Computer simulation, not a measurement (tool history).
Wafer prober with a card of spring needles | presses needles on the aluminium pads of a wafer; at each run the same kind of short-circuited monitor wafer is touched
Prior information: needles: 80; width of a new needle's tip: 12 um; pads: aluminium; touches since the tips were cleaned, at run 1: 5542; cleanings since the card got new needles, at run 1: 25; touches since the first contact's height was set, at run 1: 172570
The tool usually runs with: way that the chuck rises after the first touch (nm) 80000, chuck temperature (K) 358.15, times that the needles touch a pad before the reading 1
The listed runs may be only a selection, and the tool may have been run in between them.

run   hour  way that the chuck rises after the first touch (nm)  chuck temperature (K)  times that the needles touch a pad before the reading  touches since the tips were cleaned  cleanings since the card got new needles  touches since the first contact's height was set  resistance of one needle with its contact and lead (mohm)  way that a needle slides on the pad (nm)
  1      0                                                80000                 358.15                                                      1                                 5542                                        25                                            172570                                                        217                                     16870
       5.8  -- tips cleaned on abrasive film
      28.6  -- tips cleaned on abrasive film
      52.3  -- tips cleaned on abrasive film
  2   52.3                                                80000                 358.15                                                      1                                    0                                        28                                            186045                                                        165                                     16860
      75.8  -- tips cleaned on abrasive film
     101.9  -- tips cleaned on abrasive film
  3  101.9                                                80000                 358.15                                                      2                                    0                                        30                                            198848                                                        162                                     16760
     126.5  -- tips cleaned on abrasive film
  4  144.1                                                80000                 358.15                                                      2                                 4556                                        31                                            209753                                                        194                                     16740
     153.6  -- tips cleaned on abrasive film
     178.4  -- tips cleaned on abrasive film
  5  192.7                                                80000                 358.15                                                      3                                 3714                                        33                                            222288                                                        181                                     16800
     201.3  -- tips cleaned on abrasive film
       214  -- height of the first contact set anew
     226.2  -- tips cleaned on abrasive film
  6  246.4                                                80000                 314.15                                                      1                                 5213                                        35                                              8365                                                        211                                     17310
     251.3  -- tips cleaned on abrasive film
     276.8  -- tips cleaned on abrasive film
     299.8  -- tips cleaned on abrasive film
  7  306.2                                                80000                 302.15                                                      1                                 1664                                        38                                             23793                                                        193                                     17170
     323.1  -- tips cleaned on abrasive film
     346.9  -- tips cleaned on abrasive film
     369.7  -- tips cleaned on abrasive film
  8  369.7                                                80000                 302.15                                                      1                                    0                                        41                                             40175                                                        155                                     17160
     395.1  -- tips cleaned on abrasive film
  9  401.2                                                80000                 358.15                                                      1                                 1595                                        42                                             48308                                                        198                                     17230
     420.6  -- tips cleaned on abrasive film
 10  440.3                                                97000                 358.15                                                      1                                 5106                                        43                                             58403                                                        199                                     20870
     445.3  -- tips cleaned on abrasive film
     469.5  -- tips cleaned on abrasive film
 11  469.5                                                97000                 358.15                                                      1                                    0                                        45                                             65916                                                        161                                     20780
     495.8  -- tips cleaned on abrasive film
     520.2  -- tips cleaned on abrasive film
 12  531.7                                                97000                 358.15                                                      1                                 2978                                        47                                             81974                                                        197                                     20710
     544.6  -- tips cleaned on abrasive film
     568.6  -- tips cleaned on abrasive film
     595.1  -- tips cleaned on abrasive film
 13  596.3                                                97000                 358.15                                                      1                                  323                                        50                                             98642                                                        171                                     20740
     622.9  -- tips cleaned on abrasive film
 14  623.5                                                97000                 367.15                                                      1                                  158                                        51                                            105654                                                        165                                     20640
     646.3  -- tips cleaned on abrasive film
     672.2  -- tips cleaned on abrasive film
 15  679.5                                                80000                 371.15                                                      1                                 1876                                        53                                            120106                                                        201                                     16970
     697.9  -- tips cleaned on abrasive film
 16  715.4                                                97000                 300.15                                                      2                                 4528                                        54                                            129391                                                        179                                     20660
     723.4  -- tips cleaned on abrasive film
     746.9  -- tips cleaned on abrasive film
 17  765.6                                                68000                 311.15                                                      1                                 4849                                        56                                            142360                                                        234                                     14330
     770.3  -- tips cleaned on abrasive film
     793.6  -- tips cleaned on abrasive film
 18  794.5                                                65000                 319.15                                                      2                                  221                                        58                                            149784                                                        165                                     13650
     820.6  -- tips cleaned on abrasive film
 19  828.4                                                80000                 390.15                                                      1                                 2029                                        59                                            158549                                                        205                                     16870
     844.5  -- tips cleaned on abrasive film
     871.3  -- tips cleaned on abrasive film
 20  872.3                                                88000                 390.15                                                      1                                  243                                        61                                            169855                                                        180                                     18580

What will run 21 give?
     896.2  -- tips cleaned on abrasive film
     920.7  -- tips cleaned on abrasive film
 21  925.6                                                67000                 377.15                                                      1                                 1269                                        63                                            183622                                                          ?                                         ?

{"run 21": {"resistance of one needle with its contact and lead (mohm)": 214, "way that a needle slides on the pad (nm)": 13860}}
On a tool with no hidden condition, and with the same random variation, this run would have come out at resistance of one needle with its contact and lead (mohm) 163, way that a needle slides on the pad (nm) 14430.

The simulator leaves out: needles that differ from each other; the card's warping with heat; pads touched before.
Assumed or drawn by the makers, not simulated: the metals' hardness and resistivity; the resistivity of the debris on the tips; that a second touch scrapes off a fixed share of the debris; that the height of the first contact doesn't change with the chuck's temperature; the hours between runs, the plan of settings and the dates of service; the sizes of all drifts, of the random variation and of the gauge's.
